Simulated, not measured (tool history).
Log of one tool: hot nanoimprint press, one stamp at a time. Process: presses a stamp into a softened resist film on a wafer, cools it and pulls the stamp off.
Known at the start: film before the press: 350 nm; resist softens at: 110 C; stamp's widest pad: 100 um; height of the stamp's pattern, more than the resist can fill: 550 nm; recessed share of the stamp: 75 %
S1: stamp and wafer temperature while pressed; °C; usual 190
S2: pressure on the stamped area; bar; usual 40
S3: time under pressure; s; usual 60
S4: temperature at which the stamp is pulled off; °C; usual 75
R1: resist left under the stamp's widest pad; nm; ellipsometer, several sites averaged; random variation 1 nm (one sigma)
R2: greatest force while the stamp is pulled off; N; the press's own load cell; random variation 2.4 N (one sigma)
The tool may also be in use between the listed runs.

run 1 hour=0 | S1=190 S2=40 S3=60 S4=75 | R1=181.3 R2=166
run 2 hour=10.7 | S1=190 S2=40 S3=60 S4=75 | R1=180.7 R2=163
run 3 hour=24.1 | S1=190 S2=40 S3=60 S4=75 | R1=182.8 R2=168
-- hour=42.8 plate thermocouple calibrated
run 4 hour=50.4 | S1=190 S2=40 S3=60 S4=75 | R1=186 R2=174
run 5 hour=75.9 | S1=182 S2=40 S3=60 S4=75 | R1=238.5 R2=176
run 6 hour=92.1 | S1=182 S2=46.6 S3=60 S4=75 | R1=227.3 R2=177
run 7 hour=115.6 | S1=182 S2=46.6 S3=60 S4=75 | R1=226.3 R2=182
run 8 hour=135 | S1=182 S2=46.6 S3=60 S4=75 | R1=225.3 R2=178
run 9 hour=147.4 | S1=190 S2=40 S3=60 S4=75 | R1=186.6 R2=176
run 10 hour=159.9 | S1=190 S2=40 S3=60 S4=80 | R1=185.9 R2=184
run 11 hour=181.6 | S1=190 S2=40 S3=60 S4=80 | R1=187.1 R2=182
-- hour=193 stamp cleaned and given a new release coat
-- hour=201.3 plate thermocouple calibrated, once more
run 12 hour=201.6 | S1=190 S2=40 S3=60 S4=75 | R1=172.4 R2=109
run 13 hour=222.3 | S1=190 S2=40 S3=60 S4=81 | R1=172.4 R2=106
run 14 hour=245 | S1=190 S2=40 S3=60 S4=81 | R1=170.5 R2=108
run 15 hour=256.9 | S1=182 S2=28.5 S3=34 S4=79 | R1=281 R2=106
run 16 hour=267.8 | S1=182 S2=45.1 S3=34 S4=79 | R1=248.6 R2=112
run 17 hour=290.1 | S1=191 S2=32.3 S3=34 S4=73 | R1=218.1 R2=113
run 18 hour=314.9 | S1=191 S2=32.3 S3=34 S4=73 | R1=219 R2=124
run 19 hour=335.6 | S1=191 S2=32.3 S3=34 S4=78 | R1=220 R2=119
run 20 hour=358.8 | S1=181 S2=48.6 S3=60 S4=75 | R1=215.2 R2=125
run 21 hour=374.5 | S1=192 S2=48.6 S3=44 S4=67 | R1=168.3 R2=128
run 22 hour=387.4 | S1=192 S2=48.6 S3=44 S4=67 | R1=165.8 R2=134
run 23 hour=412 | S1=190 S2=40 S3=99 S4=82 | R1=146.1 R2=124
run 24 hour=424.1 | S1=190 S2=40 S3=99 S4=82 | R1=144.4 R2=127
run 25 hour=444.7 | S1=196 S2=36.5 S3=78 S4=69 | R1=134.9 R2=135
run 26 hour=460.3 | S1=190 S2=27.9 S3=60 S4=64 | R1=203.9 R2=141
run 27 hour=483 | S1=190 S2=27.9 S3=60 S4=64 | R1=204 R2=150

Forecast each of these 4 alternatives for the next run:
run A hour=496.2 | S1=195 S2=44.4 S3=60 S4=75 | R1=? R2=?
run B hour=496.2 | S1=190 S2=34 S3=60 S4=64 | R1=? R2=?
run C hour=496.2 | S1=198 S2=60.8 S3=60 S4=82 | R1=? R2=?
run D hour=496.2 | S1=193 S2=40 S3=92 S4=71 | R1=? R2=?

run=A R1=139.2 R2=144
run=B R1=187.4 R2=143
run=C R1=106.9 R2=133
run=D R1=134.8 R2=145
Without the tool's hidden state the same runs would have given:
run=A R1=134.4 R2=110
run=B R1=181.9 R2=109
run=C R1=102.6 R2=102
run=D R1=130.2 R2=112

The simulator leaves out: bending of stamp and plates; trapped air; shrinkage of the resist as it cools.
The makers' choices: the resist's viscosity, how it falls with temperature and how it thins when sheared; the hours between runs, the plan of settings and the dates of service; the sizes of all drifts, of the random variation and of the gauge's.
